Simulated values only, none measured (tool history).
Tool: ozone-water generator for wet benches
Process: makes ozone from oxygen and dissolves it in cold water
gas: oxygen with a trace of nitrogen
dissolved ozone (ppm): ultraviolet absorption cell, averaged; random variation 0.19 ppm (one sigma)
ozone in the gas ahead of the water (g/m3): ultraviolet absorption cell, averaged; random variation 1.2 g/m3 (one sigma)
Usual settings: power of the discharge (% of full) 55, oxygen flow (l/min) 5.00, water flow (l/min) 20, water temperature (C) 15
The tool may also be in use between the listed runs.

run	hour	power of the discharge (% of full)	oxygen flow (l/min)	water flow (l/min)	water temperature (C)	dissolved ozone (ppm)	ozone in the gas ahead of the water (g/m3)
1	0.0	55	5.00	20	15	25.9	208.2
2	72.8	55	5.00	20	15	25.7	207.7
3	194.7	55	5.00	20	15	25.9	206.0
4	316.8	55	5.00	20	15	25.6	207.5
5	416.4	55	5.00	20	15	25.4	204.7
6	516.0	55	5.00	20	15	25.4	205.8
7	624.2	55	5.00	20	15	25.5	206.3
8	689.3	55	5.00	20	15	25.3	205.8
9	805.5	55	5.00	20	15	25.1	205.9
10	916.1	55	5.00	20	15	24.9	205.6
11	1013.9	55	5.00	20	15	25.4	206.4
12	1078.1	55	5.00	20	15	25.0	205.3
13	1229.5	55	5.00	20	15	25.3	204.1
14	1332.7	55	4.31	20	15	24.8	221.6
15	1396.5	55	5.00	20	15	24.9	204.3
# hour 1403.3: water thermometer calibrated
16	1549.3	55	5.00	20	18	23.7	205.4
17	1651.2	55	5.00	20	18	23.8	204.8
18	1734.0	55	5.00	20	18	23.6	205.7
19	1870.0	55	5.00	20	18	23.8	202.8
20	1954.8	55	6.39	17	23	24.3	179.6
21	2103.8	55	6.39	17	19	26.1	178.3
# hour 2128.4: water thermometer calibrated, once more
22	2245.0	55	4.17	20	15	24.0	224.7
23	2312.1	55	4.17	20	15	24.3	221.8
24	2399.4	74	4.64	14	7	46.7	270.3
# hour 2465.1: contactor cleaned
25	2549.5	74	7.35	32	7	24.0	213.8
26	2643.9	55	5.00	27	10	20.7	201.0
27	2784.4	55	5.00	16	20	27.7	202.1
28	2928.1	55	5.00	20	8	27.4	201.7
29	2996.0	55	5.00	14	11	35.1	202.1
30	3100.2	72	2.66	14	16	39.6	347.1
31	3254.2	53	7.22	14	7	35.6	160.2
32	3395.9	53	7.22	14	7	35.7	161.6

5 ways to go on from here, each from the tool as it stands after run 32. What would each give?
A	3505.9	53	7.22	14	10	?	?
B	3505.9	53	3.28	14	10	?	?
C	3505.9	89	3.91	14	9	?	?
D	3505.9	53	2.87	14	17	?	?
E	3505.9	53	8.17	20	8	?	?

run	dissolved ozone (ppm)	ozone in the gas ahead of the water (g/m3)
A	33.8	160.8
B	32.7	241.4
C	53.3	338.0
D	29.7	260.5
E	27.3	151.4
Without the tool's hidden state the same runs would have given:
run	dissolved ozone (ppm)	ozone in the gas ahead of the water (g/m3)
A	35.6	168.3
B	34.5	252.6
C	57.7	363.4
D	31.4	272.6
E	28.9	158.5

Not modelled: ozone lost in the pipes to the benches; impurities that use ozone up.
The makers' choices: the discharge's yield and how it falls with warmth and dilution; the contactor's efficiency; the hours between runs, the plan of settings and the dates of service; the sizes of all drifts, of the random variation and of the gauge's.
